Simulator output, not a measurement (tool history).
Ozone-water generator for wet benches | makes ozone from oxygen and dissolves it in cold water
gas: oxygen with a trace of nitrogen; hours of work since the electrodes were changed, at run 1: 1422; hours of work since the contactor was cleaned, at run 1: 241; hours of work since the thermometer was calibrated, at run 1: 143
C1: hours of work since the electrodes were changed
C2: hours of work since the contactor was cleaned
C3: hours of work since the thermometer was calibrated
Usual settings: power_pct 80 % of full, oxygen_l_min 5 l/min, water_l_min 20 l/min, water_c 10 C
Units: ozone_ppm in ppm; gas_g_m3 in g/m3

Run 1, hour 0: usual settings; C1 1422; C2 241; C3 143. Result: ozone_ppm 20.6 ppm, gas_g_m3 189.9 g/m3.
Run 2, hour 47.4: usual settings; C1 1459; C2 279; C3 181. Result: ozone_ppm 20.7 ppm, gas_g_m3 188.5 g/m3.
Run 3, hour 82.8: usual settings; C1 1488; C2 307; C3 209. Result: ozone_ppm 20.5 ppm, gas_g_m3 187.6 g/m3.
Run 4, hour 117.3: usual settings; C1 1515; C2 335; C3 236. Result: ozone_ppm 20.7 ppm, gas_g_m3 188.1 g/m3.
Run 5, hour 185.6: usual settings; C1 1569; C2 389; C3 291. Result: ozone_ppm 20.7 ppm, gas_g_m3 188.6 g/m3.
Run 6, hour 246.2: usual settings; C1 1618; C2 437; C3 339. Result: ozone_ppm 20.5 ppm, gas_g_m3 187.6 g/m3.
Run 7, hour 278.2: usual settings; C1 1643; C2 463; C3 364. Result: ozone_ppm 20.3 ppm, gas_g_m3 188.8 g/m3.
Run 8, hour 324.2: usual settings; C1 1680; C2 499; C3 401. Result: ozone_ppm 20.4 ppm, gas_g_m3 186.5 g/m3.
Run 9, hour 380.7: usual settings; C1 1725; C2 544; C3 446. Result: ozone_ppm 20.4 ppm, gas_g_m3 186.6 g/m3.
Run 10, hour 438.2: usual settings but power_pct 40 % of full, oxygen_l_min 8.1 l/min, water_l_min 23 l/min; C1 1771; C2 590; C3 492. Result: ozone_ppm 11.5 ppm, gas_g_m3 87.8 g/m3.
Run 11, hour 501.9: usual settings but power_pct 50 % of full, oxygen_l_min 8.1 l/min, water_l_min 23 l/min, water_c 15 C; C1 1821; C2 641; C3 543. Result: ozone_ppm 12.3 ppm, gas_g_m3 102.2 g/m3.
Run 12, hour 553.8: usual settings but power_pct 54 % of full, oxygen_l_min 6.21 l/min, water_l_min 27 l/min, water_c 5 C; C1 1863; C2 682; C3 584. Result: ozone_ppm 12.3 ppm, gas_g_m3 125.8 g/m3.
Run 13, hour 595.2: usual settings but power_pct 60 % of full, oxygen_l_min 7.7 l/min, water_l_min 19 l/min, water_c 7 C; C1 1896; C2 715; C3 617. Result: ozone_ppm 17.9 ppm, gas_g_m3 122 g/m3.
Run 14, hour 650.5: usual settings but power_pct 60 % of full, oxygen_l_min 7.7 l/min, water_l_min 19 l/min, water_c 7 C; C1 1940; C2 759; C3 661. Result: ozone_ppm 18.2 ppm, gas_g_m3 120.9 g/m3.
Run 15, hour 708: usual settings but power_pct 60 % of full, oxygen_l_min 7.7 l/min, water_l_min 19 l/min, water_c 7 C; C1 1985; C2 805; C3 707. Result: ozone_ppm 18.4 ppm, gas_g_m3 119.5 g/m3.
Run 16, hour 750.7: usual settings but power_pct 68 % of full, oxygen_l_min 2.82 l/min, water_l_min 15 l/min, water_c 6 C; C1 2019; C2 839; C3 741. Result: ozone_ppm 22.7 ppm, gas_g_m3 221.5 g/m3.

3 ways to go on from here, each from the tool as it stands after run 16. What would each give?
Run A, hour 782.7: usual settings but power_pct 67 % of full, oxygen_l_min 2.82 l/min, water_l_min 26 l/min, water_c 6 C; C1 2045; C2 864; C3 766. Result: ozone_ppm ?, gas_g_m3 ?.
Run B, hour 782.7: usual settings but power_pct 65 % of full, water_c 12 C; C1 2045; C2 864; C3 766. Result: ozone_ppm ?, gas_g_m3 ?.
Run C, hour 782.7: usual settings but water_c 12 C; C1 2045; C2 864; C3 766. Result: ozone_ppm ?, gas_g_m3 ?.

run  ozone_ppm  gas_g_m3
  A         12     216.9
  B       17.1       159
  C       19.6     186.2
Without the tool's hidden state the same runs would have given:
run  ozone_ppm  gas_g_m3
  A         13     228.9
  B       18.4     167.4
  C       21.2     197.8
